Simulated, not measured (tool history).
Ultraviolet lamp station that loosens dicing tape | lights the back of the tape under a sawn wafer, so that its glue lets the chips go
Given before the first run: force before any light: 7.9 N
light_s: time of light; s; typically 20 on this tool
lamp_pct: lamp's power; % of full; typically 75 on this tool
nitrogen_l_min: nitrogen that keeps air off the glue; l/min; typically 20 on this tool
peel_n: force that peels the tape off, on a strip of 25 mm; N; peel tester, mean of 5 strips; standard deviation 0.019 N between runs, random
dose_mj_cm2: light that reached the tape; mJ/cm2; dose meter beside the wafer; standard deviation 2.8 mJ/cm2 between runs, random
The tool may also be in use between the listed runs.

run    hour  light_s  lamp_pct  nitrogen_l_min  peel_n  dose_mj_cm2
  1       0       20        75              20   1.292          334
  2    35.7       20        75              20   1.288          328
  3    53.7       20        75              20   1.291          326
  4    89.2       20        75              20   1.403          323
  5   121.1       20        75              38   1.068          325
  6   137.8       20        80              20   1.211          338
  7   159.3       20        80              20   1.265          332
  8     195       20        80              20   1.344          323
  9   223.5       20        75              20   1.425          300
      233.9  -- window cleaned of glue's vapour
 10   244.2       20        75              14   2.165          256
 11     279       20        75              14     2.2          255
      301.5  -- window cleaned of glue's vapour, once more
 12   305.9       20        75              14   1.364          358
 13   323.1       20        75              14   1.406          359
 14   352.6       20        75              14   1.395          352
 15   373.8       20        75              14     1.4          353
 16   408.2       33        75              20   0.403          573
 17   434.7       20        75              20   1.218          336
 18   470.4       20        75              20   1.269          330
 19   488.8       20        75              20   1.304          330
 20   510.4       20        64              20   1.679          281
 21   534.4       20        93              20    0.92          408
 22   557.3       20        75              20   1.398          324
 23   588.4       17        69              11   2.551          251
 24   624.3       18        91               6   2.256          339
 25   650.9       18        91               6   2.224          334
 26   676.9       29        81              24   0.562          483
 27   705.8       18        64              39   1.752          229
 28   722.1       18        64              39   1.833          229
 29   749.2       19        73               6   2.896          268
 30   780.9       28        75              13   1.141          407
 31   801.4       28        75              13   1.142          400
 32   834.4       28        75              13   1.165          397
 33   854.4       20        64              17   2.295          240
 34   871.8       27        99              12   0.775          493
 35   894.6       20        74              20   1.833          270
 36   921.5       16        91              20    1.87          264
 37   943.7       20        85              20   1.471          301
 38   974.6       20        97              23   1.141          341
 39   989.3       35        78              20   0.599          469
 40  1024.6       35        78              20   0.634          466
 41  1040.7       35        78              20   0.662          461
 42  1067.8       26        98              20   0.769          430
 43  1095.9       11        75              22   3.688          139

Same runs, no hidden state in the tool, same run-to-run variation:
What the log doesn't record here: lamp's light, % of a new lamp's; light that the window lets through, % of a clean one's; drift of the gauge itself on peel_n, %; drift of the gauge itself on dose_mj_cm2, %.
run  peel_n  dose_mj_cm2
  1   0.948          394
  2    0.92          392
  3   0.911          393
  4   0.966          395
  5   0.681          402
  6   0.782          422
  7   0.808          419
  8   0.834          416
  9   0.883          392
 10   1.129          392
 11   1.126          395
 12    1.16          392
 13   1.179          396
 14   1.145          393
 15    1.13          398
 16   0.287          656
 17   0.922          390
 18   0.934          390
 19   0.945          391
 20    1.25          337
 21   0.599          495
 22   0.957          397
 23   1.945          311
 24   1.625          428
 25   1.579          428
 26   0.298          623
 27   1.119          300
 28   1.161          303
 29   2.059          360
 30   0.598          553
 31   0.586          550
 32   0.585          553
 33   1.398          338
 34   0.338          700
 35   0.987          388
 36   0.993          384
 37   0.702          444
 38   0.477          510
 39    0.22          707
 40   0.212          715
 41   0.226          712
 42   0.257          674
 43   2.347          220

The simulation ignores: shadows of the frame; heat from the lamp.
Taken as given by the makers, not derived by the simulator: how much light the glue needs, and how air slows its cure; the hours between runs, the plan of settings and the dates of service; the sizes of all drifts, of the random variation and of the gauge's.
